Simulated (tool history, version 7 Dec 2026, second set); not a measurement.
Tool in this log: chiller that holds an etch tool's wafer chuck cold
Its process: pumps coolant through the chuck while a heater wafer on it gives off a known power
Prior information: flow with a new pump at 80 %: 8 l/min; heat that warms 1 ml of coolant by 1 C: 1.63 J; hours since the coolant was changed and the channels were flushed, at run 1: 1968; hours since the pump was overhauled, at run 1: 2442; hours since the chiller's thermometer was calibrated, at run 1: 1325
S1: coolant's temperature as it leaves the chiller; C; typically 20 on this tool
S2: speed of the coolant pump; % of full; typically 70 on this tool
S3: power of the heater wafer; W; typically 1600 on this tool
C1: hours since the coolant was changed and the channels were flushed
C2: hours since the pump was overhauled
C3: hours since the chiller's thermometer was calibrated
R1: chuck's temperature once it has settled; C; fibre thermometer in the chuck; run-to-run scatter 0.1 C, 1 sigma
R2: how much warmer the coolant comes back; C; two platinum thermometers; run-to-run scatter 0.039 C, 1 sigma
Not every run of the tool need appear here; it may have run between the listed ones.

Run 1, hour 0.0: usual settings; C1 1968; C2 2442; C3 1325. Result: R1 36.2 C, R2 8.97 C.
Run 2, hour 24.3: usual settings; C1 1992; C2 2466; C3 1349. Result: R1 36.0 C, R2 9.02 C.
Run 3, hour 73.4: usual settings; C1 2041; C2 2516; C3 1398. Result: R1 36.2 C, R2 8.97 C.
Run 4, hour 122.0: usual settings; C1 2090; C2 2564; C3 1447. Result: R1 36.1 C, R2 8.98 C.
Run 5, hour 167.6: usual settings but S1 24 C; C1 2136; C2 2610; C3 1492. Result: R1 40.0 C, R2 9.03 C.
Run 6, hour 200.2: usual settings but S1 24 C; C1 2168; C2 2642; C3 1525. Result: R1 40.3 C, R2 9.07 C.
Run 7, hour 243.8: usual settings but S1 24 C; C1 2212; C2 2686; C3 1568. Result: R1 40.3 C, R2 9.03 C.
Run 8, hour 289.7: usual settings but S1 21 C; C1 2258; C2 2732; C3 1614. Result: R1 37.2 C, R2 9.03 C.
Run 9, hour 320.8: usual settings but S1 21 C; C1 2289; C2 2763; C3 1645. Result: R1 37.5 C, R2 8.99 C.
Run 10, hour 359.1: usual settings but S1 17 C, S2 74 % of full; C1 2327; C2 2801; C3 1684. Result: R1 32.6 C, R2 8.48 C.
Run 11, hour 408.9: usual settings but S1 17 C, S2 74 % of full; C1 2377; C2 2851; C3 1733. Result: R1 32.9 C, R2 8.57 C.
Run 12, hour 455.6: usual settings but S1 17 C, S2 61 % of full, S3 925 W; C1 2424; C2 2898; C3 1780. Result: R1 27.7 C, R2 6.10 C.
Run 13, hour 499.8: usual settings but S2 79 % of full, S3 1444 W; C1 2468; C2 2942; C3 1824. Result: R1 33.8 C, R2 7.20 C.
Run 14, hour 533.1: usual settings but S2 79 % of full, S3 1444 W; C1 2501; C2 2975; C3 1858. Result: R1 33.7 C, R2 7.19 C.
Run 15, hour 576.4: usual settings but S2 79 % of full, S3 1444 W; C1 2544; C2 3018; C3 1901. Result: R1 34.0 C, R2 7.26 C.
Run 16, hour 605.3: usual settings but S2 79 % of full, S3 2388 W; C1 2573; C2 3047; C3 1930. Result: R1 42.9 C, R2 11.96 C.
Run 17, hour 632.8: usual settings but S1 11 C, S2 83 % of full, S3 846 W; C1 2601; C2 3075; C3 1957. Result: R1 19.2 C, R2 4.07 C.
Run 18, hour 655.9: usual settings but S2 94 % of full, S3 2026 W; C1 2624; C2 3098; C3 1981. Result: R1 37.2 C, R2 8.49 C.

4 options for the next run, each taken on its own from the tool as it stands now. Forecast them:
Run A, hour 680.8: usual settings but S1 16 C, S2 65 % of full; C1 2649; C2 3123; C3 2005. Result: R1 ?, R2 ?.
Run B, hour 680.8: usual settings but S1 15 C, S2 97 % of full, S3 821 W; C1 2649; C2 3123; C3 2005. Result: R1 ?, R2 ?.
Run C, hour 680.8: usual settings but S1 16 C, S2 94 % of full, S3 970 W; C1 2649; C2 3123; C3 2005. Result: R1 ?, R2 ?.
Run D, hour 680.8: usual settings but S1 17 C, S2 94 % of full, S3 1741 W; C1 2649; C2 3123; C3 2005. Result: R1 ?, R2 ?.

run    R1    R2
  A  33.8  9.82
  B  22.1  3.29
  C  24.3  4.00
  D  31.8  7.24
Had the tool no hidden state, the same runs would have come out as:
run    R1    R2
  A  31.0  9.16
  B  20.8  3.06
  C  22.9  3.73
  D  29.3  6.76

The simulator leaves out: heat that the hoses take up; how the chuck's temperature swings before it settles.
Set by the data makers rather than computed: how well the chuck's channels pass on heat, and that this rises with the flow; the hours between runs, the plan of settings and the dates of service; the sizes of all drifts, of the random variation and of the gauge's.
